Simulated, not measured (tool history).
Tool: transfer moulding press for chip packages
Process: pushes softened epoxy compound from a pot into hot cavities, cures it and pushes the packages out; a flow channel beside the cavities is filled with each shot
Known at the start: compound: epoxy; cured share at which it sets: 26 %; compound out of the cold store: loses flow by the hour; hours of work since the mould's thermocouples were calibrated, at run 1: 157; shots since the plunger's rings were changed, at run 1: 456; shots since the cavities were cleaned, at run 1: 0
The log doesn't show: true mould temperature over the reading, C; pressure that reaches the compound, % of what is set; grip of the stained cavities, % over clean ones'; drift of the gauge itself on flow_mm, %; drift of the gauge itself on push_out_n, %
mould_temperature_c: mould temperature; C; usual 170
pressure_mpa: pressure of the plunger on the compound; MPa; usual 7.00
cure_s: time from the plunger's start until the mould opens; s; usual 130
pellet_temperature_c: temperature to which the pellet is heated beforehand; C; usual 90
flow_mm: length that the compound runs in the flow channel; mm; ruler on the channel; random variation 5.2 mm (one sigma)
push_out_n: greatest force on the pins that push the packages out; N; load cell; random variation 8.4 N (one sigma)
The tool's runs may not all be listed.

run   hour  mould_temperature_c  pressure_mpa  cure_s  pellet_temperature_c  hours of work since the mould's thermocouples were calibrated  shots since the plunger's rings were changed  shots since the cavities were cleaned  incoming compound's hours out of the cold store  flow_mm  push_out_n
  1    0.0                  170          7.00     130                    90                                                            157                                           456                                      0                                             35.8      494         363
  2   18.7                  170          7.00     130                    90                                                            170                                           635                                    179                                             13.0      568         530
  3   52.9                  170          7.00     130                    90                                                            193                                           962                                    506                                             28.6      522         664
      70.5  -- cavities cleaned with cleaning compound and waxed
  4   89.0                  170          7.00     130                    90                                                            216                                          1293                                    177                                             24.3      535         514
  5  114.0                  170          7.00     130                    90                                                            233                                          1532                                    416                                             45.9      461         639
  6  129.5                  170          7.00     130                    90                                                            243                                          1680                                    564                                             20.9      533         670
     140.4  -- cavities cleaned with cleaning compound and waxed
  7  163.8                  170          7.00     130                   100                                                            265                                          1994                                    223                                             12.4      561         536
  8  191.7                  170          7.00     130                   100                                                            284                                          2261                                    490                                             47.8      451         622
     211.0  -- cavities cleaned with cleaning compound and waxed
  9  225.1                  170          7.00     130                   100                                                            306                                          2566                                    135                                             43.1      461         470
 10  252.1                  170          7.00     130                   100                                                            324                                          2824                                    393                                             44.3      465         602
     281.4  -- cavities cleaned with cleaning compound and waxed
 11  281.8                  170          7.00     130                   100                                                            343                                          3094                                      4                                             16.6      551         375
 12  302.3                  170          7.00     130                   100                                                            357                                          3289                                    199                                             32.3      500         518
 13  321.5                  170          7.00     130                   100                                                            370                                          3473                                    383                                             38.5      463         594
     327.5  -- mould's thermocouples calibrated
     352.8  -- cavities cleaned with cleaning compound and waxed
 14  354.0                  170          7.00     130                   100                                                             17                                          3751                                     13                                             37.5      472         388
 15  380.2                  176          7.00     132                   100                                                             34                                          4001                                    263                                              8.8      555         528
 16  405.3                  166          7.00     132                   100                                                             51                                          4241                                    503                                             22.7      518         758
     422.3  -- cavities cleaned with cleaning compound and waxed
 17  434.2                  174          5.53     161                    95                                                             70                                          4503                                    114                                             42.6      398         422
 18  461.0                  170          7.00     130                    82                                                             88                                          4759                                    370                                             23.2      504         600
     492.4  -- cavities cleaned with cleaning compound and waxed
 19  492.4                  170          5.42     130                    91                                                            108                                          5045                                      0                                             35.7      417         377
 20  520.6                  170          5.32     131                    91                                                            127                                          5315                                    270                                             12.6      481         570
 21  545.2                  171          6.05     149                    98                                                            144                                          5550                                    505                                             42.5      418         613
     562.0  -- cavities cleaned with cleaning compound and waxed
 22  581.9                  170          7.00     130                    84                                                            167                                          5886                                    190                                             38.8      463         537
 23  602.8                  170          7.00     130                    84                                                            181                                          6086                                    390                                             44.5      442         632
     619.1  -- plunger's sealing rings changed
     636.1  -- cavities cleaned with cleaning compound and waxed
 24  641.7                  170          7.00     130                    84                                                            205                                           202                                     53                                             45.9      464         413
 25  658.9                  170          7.00     130                    84                                                            216                                           367                                    218                                             38.5      489         543
 26  693.8                  168          7.00     147                    84                                                            240                                           701                                    552                                             32.6      513         649
     705.4  -- cavities cleaned with cleaning compound and waxed
 27  718.1                  164          5.67     124                    97                                                            255                                           918                                    121                                             44.7      431         628
 28  751.5                  176          7.00     130                    89                                                            278                                          1237                                    440                                             27.7      516         578

Some steps in flow_mm between neighbouring runs. How much of each would the tool show without its hidden state too (settings, what came in, random variation), and how much is left for the hidden state, with any gauge scatter that isn't in both results?
Run 7 -> 8: no setting changed, nothing entered. flow_mm -110 mm: hidden state +1, all else -111.
Run 16 -> 17: mould_temperature_c 166 -> 174, pressure_mpa 7.00 -> 5.53, cure_s 132 -> 161, pellet_temperature_c 100 -> 95, cavities cleaned with cleaning compound and waxed. flow_mm -120 mm: hidden state +5, all else -125.
Run 17 -> 18: mould_temperature_c 174 -> 170, pressure_mpa 5.53 -> 7.00, cure_s 161 -> 130, pellet_temperature_c 95 -> 82. flow_mm +106 mm: hidden state -8, all else +114.
Run 23 -> 24: plunger's sealing rings changed, cavities cleaned with cleaning compound and waxed. flow_mm +22 mm: hidden state +33, all else -11.
